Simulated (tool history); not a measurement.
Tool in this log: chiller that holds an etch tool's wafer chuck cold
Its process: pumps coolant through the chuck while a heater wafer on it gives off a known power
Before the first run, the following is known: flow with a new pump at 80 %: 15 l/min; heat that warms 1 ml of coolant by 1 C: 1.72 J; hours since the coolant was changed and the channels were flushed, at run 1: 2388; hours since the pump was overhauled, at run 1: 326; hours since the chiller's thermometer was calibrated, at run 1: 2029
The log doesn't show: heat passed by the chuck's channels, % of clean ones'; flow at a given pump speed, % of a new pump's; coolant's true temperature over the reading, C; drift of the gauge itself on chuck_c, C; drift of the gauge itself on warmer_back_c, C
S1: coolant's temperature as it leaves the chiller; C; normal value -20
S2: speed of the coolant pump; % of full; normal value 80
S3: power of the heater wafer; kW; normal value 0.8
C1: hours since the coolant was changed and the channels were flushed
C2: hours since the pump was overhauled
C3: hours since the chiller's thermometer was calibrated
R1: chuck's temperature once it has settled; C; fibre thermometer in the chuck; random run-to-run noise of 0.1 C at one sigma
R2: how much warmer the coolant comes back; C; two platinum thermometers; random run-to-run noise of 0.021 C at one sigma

run    hour   S1  S2     S3    C1   C2    C3     R1    R2
  1       0  -20  80    0.8  2388  326  2029    -11  1.91
  2    47.2  -20  80  1.094  2436  373  2076   -7.7  2.56
  3      85  -20  87  1.094  2473  411  2114   -8.5  2.36
  4   128.6  -20  80    0.8  2517  455  2158    -11  1.88
  5   171.2  -14  80    0.8  2560  497  2200   -5.2  1.89
  6   212.6  -14  80    0.8  2601  539  2242   -5.2  1.85
  7   259.9  -14  80    0.8  2648  586  2289   -5.1  1.89
  8   291.2  -14  80    0.8  2680  617  2320     -5  1.91
  9   323.7  -14  80    0.8  2712  650  2353     -5   1.9
 10   368.1  -20  80    0.8  2757  694  2397    -11   1.9
 11   390.7  -20  91    0.8  2779  717  2420  -12.1  1.65
      400.1  -- coolant pump overhauled
 12   422.6  -20  91    0.8  2806   22  2447  -11.8  1.69
 13   453.2  -20  91    0.8  2837   53  2477  -11.8  1.66
 14   480.4  -20  91    0.8  2864   80  2504  -11.8  1.68
 15   521.1  -20  91    0.8  2905  121  2545  -11.9  1.66
 16   558.1  -20  91    0.8  2941  158  2582  -11.8  1.67
 17   593.3  -20  61  0.433  2977  193  2617  -13.8  1.42
 18   626.9  -20  93  0.745  3010  227  2651  -12.6  1.54
 19   666.8  -17  71   0.73  3050  267  2691   -7.5  2.02
      689.3  -- coolant pump overhauled, once more
 20   722.4  -17  71   0.73  3101   33  2741   -7.8  1.89
 21   751.7  -12  84  1.123  3130   62  2771    0.3  2.52
 22   773.3  -17  71  1.034  3152   84  2792     -4  2.72
 23   795.9  -17  71  1.034  3174  107  2815   -3.9  2.72
 24     823  -11  72  1.005  3201  134  2842    1.6   2.6
 25   853.6  -18  64  0.887  3232  164  2873   -5.7  2.58
 26   886.4  -11  64  0.514  3265  197  2905     -4  1.51
 27   935.4  -24  80    0.8  3314  246  2954  -14.9  1.88
 28   984.1  -26  66  0.437  3362  295  3003  -20.2   1.2
 29  1025.4  -26  66  0.437  3404  336  3044  -20.2  1.24
 30  1050.3  -13  66  0.452  3429  361  3069   -6.9  1.31
 31  1096.9  -13  66  0.638  3475  408  3116   -4.5  1.79
     1132.1  -- chiller's thermometer calibrated
 32  1138.4  -13  66  0.638  3516  448     6   -4.3   1.8

Below are 3 alternative next runs, each starting from the tool's condition after run 32. Predict each:
  A  1188.1  -17  75  0.553  3566  498  56   ?   ?
  B  1188.1  -13  83  0.638  3566  498  56   ?   ?
  C  1188.1  -20  64    0.8  3566  498  56   ?   ?

run    R1    R2
  A  -9.9  1.43
  B  -5.7  1.43
  C  -8.3  2.33
Without the tool's hidden state the same runs would have given:
run     R1    R2
  A  -10.8  1.43
  B   -6.6  1.42
  C   -9.7  2.32
